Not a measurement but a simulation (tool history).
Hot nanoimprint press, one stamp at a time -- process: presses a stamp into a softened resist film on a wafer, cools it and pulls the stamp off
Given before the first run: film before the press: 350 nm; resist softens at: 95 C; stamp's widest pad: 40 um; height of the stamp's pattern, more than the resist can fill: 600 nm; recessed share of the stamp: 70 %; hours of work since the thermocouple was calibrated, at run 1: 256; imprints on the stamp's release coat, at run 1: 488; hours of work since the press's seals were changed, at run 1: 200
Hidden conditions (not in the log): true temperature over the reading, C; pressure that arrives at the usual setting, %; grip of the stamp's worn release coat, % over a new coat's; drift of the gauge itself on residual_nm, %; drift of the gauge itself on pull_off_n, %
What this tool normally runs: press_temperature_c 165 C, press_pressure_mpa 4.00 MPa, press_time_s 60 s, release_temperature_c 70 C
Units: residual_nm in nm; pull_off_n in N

run     day  press_temperature_c  press_pressure_mpa  press_time_s  release_temperature_c  hours of work since the thermocouple was calibrated  imprints on the stamp's release coat  hours of work since the press's seals were changed  residual_nm  pull_off_n
  1   0.000                  165                4.00            60                     70                                                  256                                   488                                                 200        149.3         209
  2   1.538                  165                4.00            60                     70                                                  280                                   583                                                 225        147.8         209
  3   2.671                  156                4.00            60                     70                                                  298                                   653                                                 243        224.4         203
      3.267  -- plate thermocouple calibrated
  4   5.471                  165                2.71            60                     70                                                   35                                   819                                                 285        189.2         218
  5   7.050                  165                4.00            57                     70                                                   60                                   917                                                 310        155.0         217
  6   8.246                  165                4.00            57                     70                                                   79                                   991                                                 329        156.7         216
  7   9.579                  165                4.00           116                     70                                                  100                                  1073                                                 350        122.1         228
  8  12.071                  165                4.00           116                     70                                                  140                                  1227                                                 390        120.3         226
  9  14.758                  156                4.00            60                     70                                                  182                                  1393                                                 433        228.0         223
 10  16.954                  156                4.00            60                     70                                                  217                                  1529                                                 468        227.4         232
 11  19.471                  165                4.00            60                     70                                                  257                                  1685                                                 508        147.4         239
 12  21.838                  165                4.00            60                     70                                                  295                                  1832                                                 545        146.4         236
     22.504  -- plate thermocouple calibrated
 13  23.175                  165                4.00            60                     70                                                   11                                  1906                                                 564        155.3         235
 14  24.562                  165                4.00            60                     70                                                   33                                  1992                                                 586        153.0         242
 15  26.692                  165                4.00            60                     70                                                   67                                  2124                                                 620        151.4         250
 16  27.871                  165                2.47            60                     58                                                   85                                  2197                                                 639        192.9         264
 17  29.517                  167                2.47            60                     74                                                  111                                  2299                                                 665        177.9         236
     30.771  -- stamp cleaned and given a new release coat
 18  32.304                  165                5.04            45                     70                                                  152                                    95                                                 705        145.7         199
 19  34.200                  175                4.00            58                     70                                                  182                                   212                                                 736         94.4         198
 20  36.283                  175                3.60            62                     70                                                  215                                   341                                                 769         99.7         203
 21  38.654                  175                3.60            62                     70                                                  253                                   488                                                 806         98.6         196

Forecast run 22:
 22  40.558                  153                4.00            60                     70                                                  283                                   606                                                 837            ?           ?

Run 22 produced residual_nm 256.4 nm, pull_off_n 212 N.
The same run, on a tool lacking any hidden state, would have yielded residual_nm 266.5 nm, pull_off_n 201 N.

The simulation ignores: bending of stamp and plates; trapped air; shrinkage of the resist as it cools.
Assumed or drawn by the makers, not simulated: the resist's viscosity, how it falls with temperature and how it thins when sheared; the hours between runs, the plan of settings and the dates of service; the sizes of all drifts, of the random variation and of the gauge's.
